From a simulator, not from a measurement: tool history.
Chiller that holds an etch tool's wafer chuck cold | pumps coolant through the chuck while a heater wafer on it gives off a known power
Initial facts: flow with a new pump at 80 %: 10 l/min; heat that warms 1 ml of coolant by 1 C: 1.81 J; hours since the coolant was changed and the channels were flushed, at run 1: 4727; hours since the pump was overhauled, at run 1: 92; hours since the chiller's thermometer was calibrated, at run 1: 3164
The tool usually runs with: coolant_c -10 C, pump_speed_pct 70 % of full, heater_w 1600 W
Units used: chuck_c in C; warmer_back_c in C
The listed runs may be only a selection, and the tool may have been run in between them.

| run | hour | coolant_c | pump_speed_pct | heater_w | hours since the coolant was changed and the channels were flushed | hours since the pump was overhauled | hours since the chiller's thermometer was calibrated | chuck_c | warmer_back_c |
|---|---|---|---|---|---|---|---|---|---|
| 1 | 0.0 | -10 | 70 | 1600 | 4727 | 92 | 3164 | 3.8 | 6.06 |
| 2 | 214.2 | -10 | 70 | 1600 | 4942 | 306 | 3378 | 3.9 | 6.10 |
| 3 | 336.1 | -10 | 70 | 1600 | 5064 | 428 | 3500 | 3.9 | 6.13 |
| 4 | 446.0 | -10 | 70 | 1600 | 5173 | 538 | 3610 | 4.1 | 6.06 |
| 5 | 573.6 | -10 | 70 | 1600 | 5301 | 666 | 3738 | 3.8 | 6.12 |
| 6 | 699.3 | -10 | 70 | 2032 | 5427 | 791 | 3863 | 7.8 | 7.79 |
| 7 | 863.7 | -10 | 70 | 2032 | 5591 | 956 | 4028 | 7.8 | 7.78 |
| 8 | 1039.9 | -10 | 70 | 2032 | 5767 | 1132 | 4204 | 8.0 | 7.82 |
| 9 | 1178.1 | -10 | 70 | 1600 | 5906 | 1270 | 4342 | 4.1 | 6.18 |
| 10 | 1353.0 | -10 | 70 | 1600 | 6080 | 1445 | 4517 | 4.2 | 6.15 |
| 11 | 1561.0 | -10 | 70 | 1600 | 6288 | 1653 | 4725 | 4.4 | 6.17 |
| 12 | 1779.1 | -10 | 70 | 1600 | 6506 | 1871 | 4943 | 4.3 | 6.21 |
| 13 | 1886.4 | -10 | 70 | 1600 | 6614 | 1978 | 5050 | 4.4 | 6.16 |
|  | 2071.0 | chiller's thermometer calibrated |
| 14 | 2074.4 | -10 | 70 | 1600 | 6801 | 2166 | 3 | 4.2 | 6.18 |
| 15 | 2171.8 | -3 | 70 | 1600 | 6898 | 2263 | 101 | 11.4 | 6.18 |
| 16 | 2362.5 | -10 | 70 | 1600 | 7089 | 2454 | 292 | 4.4 | 6.18 |
| 17 | 2540.1 | -10 | 70 | 1600 | 7266 | 2631 | 469 | 4.5 | 6.22 |
| 18 | 2755.6 | -4 | 92 | 1600 | 7482 | 2847 | 685 | 7.5 | 4.74 |
| 19 | 2973.8 | -14 | 70 | 1600 | 7700 | 3065 | 903 | 0.7 | 6.23 |
| 20 | 3077.0 | -10 | 75 | 1600 | 7803 | 3168 | 1006 | 3.8 | 5.83 |
| 21 | 3175.8 | -15 | 70 | 868 | 7902 | 3267 | 1105 | -7.3 | 3.41 |
| 22 | 3338.8 | -15 | 70 | 868 | 8065 | 3430 | 1268 | -7.3 | 3.42 |
|  | 3400.6 | chiller's thermometer calibrated, once more |
| 23 | 3445.9 | -17 | 95 | 825 | 8171 | 3536 | 45 | -10.9 | 2.37 |
| 24 | 3630.2 | -17 | 95 | 825 | 8356 | 3720 | 230 | -10.9 | 2.40 |
| 25 | 3723.6 | -19 | 89 | 1443 | 8449 | 3814 | 323 | -7.3 | 4.42 |
| 26 | 3887.7 | -19 | 98 | 1600 | 8613 | 3978 | 487 | -7.3 | 4.48 |
| 27 | 4007.9 | -19 | 98 | 1600 | 8733 | 4098 | 607 | -7.1 | 4.50 |
|  | 4141.6 | coolant changed, channels flushed |
| 28 | 4146.4 | -19 | 66 | 1600 | 5 | 4231 | 740 | -5.2 | 6.67 |
| 29 | 4240.3 | -19 | 66 | 1600 | 99 | 4324 | 834 | -5.2 | 6.68 |
| 30 | 4414.2 | -13 | 70 | 960 | 273 | 4498 | 1008 | -5.3 | 3.78 |

The next listed run, before its measurement:
| 31 | 4558.8 | -10 | 62 | 2371 | 417 | 4643 | 1152 | ? | ? |

{"run 31": {"chuck_c": 11.8, "warmer_back_c": 10.62}}
Take away the tool's hidden state, keep the run-to-run variation as it was, and the same run would have given chuck_c 11.1 C, warmer_back_c 10.21 C.
